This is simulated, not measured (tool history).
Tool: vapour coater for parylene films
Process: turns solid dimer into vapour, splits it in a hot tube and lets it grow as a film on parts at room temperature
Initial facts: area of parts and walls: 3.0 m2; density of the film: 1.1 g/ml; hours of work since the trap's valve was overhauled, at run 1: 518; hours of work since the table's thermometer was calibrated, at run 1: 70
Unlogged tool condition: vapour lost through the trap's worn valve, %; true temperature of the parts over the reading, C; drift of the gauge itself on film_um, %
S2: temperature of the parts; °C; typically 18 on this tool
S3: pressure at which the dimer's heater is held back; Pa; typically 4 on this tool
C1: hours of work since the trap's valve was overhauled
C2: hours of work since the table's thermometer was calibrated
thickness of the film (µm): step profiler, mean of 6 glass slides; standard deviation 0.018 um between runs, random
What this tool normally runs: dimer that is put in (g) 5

Run 1, day 0: usual settings; C1 518; C2 70. Result: thickness of the film (µm) 1.04.
Run 2, day 1.754: usual settings; C1 555; C2 107. Result: thickness of the film (µm) 1.01.
At day 2.433: trap's valve overhauled.
Run 3, day 3.125: usual settings; C1 15; C2 132. Result: thickness of the film (µm) 0.98.
Run 4, day 3.946: usual settings; C1 32; C2 149. Result: thickness of the film (µm) 1.01.
Run 5, day 5.3: usual settings; C1 61; C2 178. Result: thickness of the film (µm) 0.98.
Run 6, day 7.292: usual settings but S2 26 °C; C1 103; C2 220. Result: thickness of the film (µm) 0.68.
Run 7, day 8.142: usual settings but S2 26 °C; C1 121; C2 238. Result: thickness of the film (µm) 0.7.
Run 8, day 9.671: usual settings but dimer that is put in (g) 6; C1 153; C2 270. Result: thickness of the film (µm) 1.16.
Run 9, day 11.279: usual settings but dimer that is put in (g) 6; C1 187; C2 304. Result: thickness of the film (µm) 1.15.
At day 12.2: trap's valve overhauled, once more.
Run 10, day 12.775: usual settings but dimer that is put in (g) 6; C1 12; C2 332. Result: thickness of the film (µm) 1.41.
Run 11, day 13.638: usual settings but S2 22 °C, S3 3.21 Pa; C1 30; C2 350. Result: thickness of the film (µm) 1.05.
Run 12, day 15.038: usual settings but S2 22 °C, S3 3.81 Pa; C1 60; C2 380. Result: thickness of the film (µm) 1.01.
Run 13, day 16.671: usual settings but dimer that is put in (g) 9, S2 30 °C, S3 7.98 Pa; C1 94; C2 414. Result: thickness of the film (µm) 1.11.
Run 14, day 17.912: usual settings but S2 13 °C, S3 2.25 Pa; C1 121; C2 440. Result: thickness of the film (µm) 1.43.
Run 15, day 19: usual settings but S3 3.15 Pa; C1 143; C2 463. Result: thickness of the film (µm) 1.25.
Run 16, day 20.383: usual settings but S3 3.15 Pa; C1 173; C2 493. Result: thickness of the film (µm) 1.22.
Run 17, day 21.525: usual settings but S3 3.15 Pa; C1 197; C2 517. Result: thickness of the film (µm) 1.23.
Run 18, day 22.608: usual settings but dimer that is put in (g) 3, S2 20 °C; C1 220; C2 540. Result: thickness of the film (µm) 0.63.

Here are 3 independent what-if runs from the current tool condition. What would each one return?
Run A, day 24.196: usual settings but dimer that is put in (g) 6, S2 17 °C, S3 7.09 Pa; C1 253; C2 573. Result: thickness of the film (µm) ?.
Run B, day 24.196: usual settings but S3 6.23 Pa; C1 253; C2 573. Result: thickness of the film (µm) ?.
Run C, day 24.196: usual settings but dimer that is put in (g) 2; C1 253; C2 573. Result: thickness of the film (µm) ?.

run  thickness of the film (µm)
  A                        1.21
  B                        1.01
  C                        0.46
Without the tool's hidden state the same runs would have given:
run  thickness of the film (µm)
  A                        1.28
  B                        1.07
  C                        0.48

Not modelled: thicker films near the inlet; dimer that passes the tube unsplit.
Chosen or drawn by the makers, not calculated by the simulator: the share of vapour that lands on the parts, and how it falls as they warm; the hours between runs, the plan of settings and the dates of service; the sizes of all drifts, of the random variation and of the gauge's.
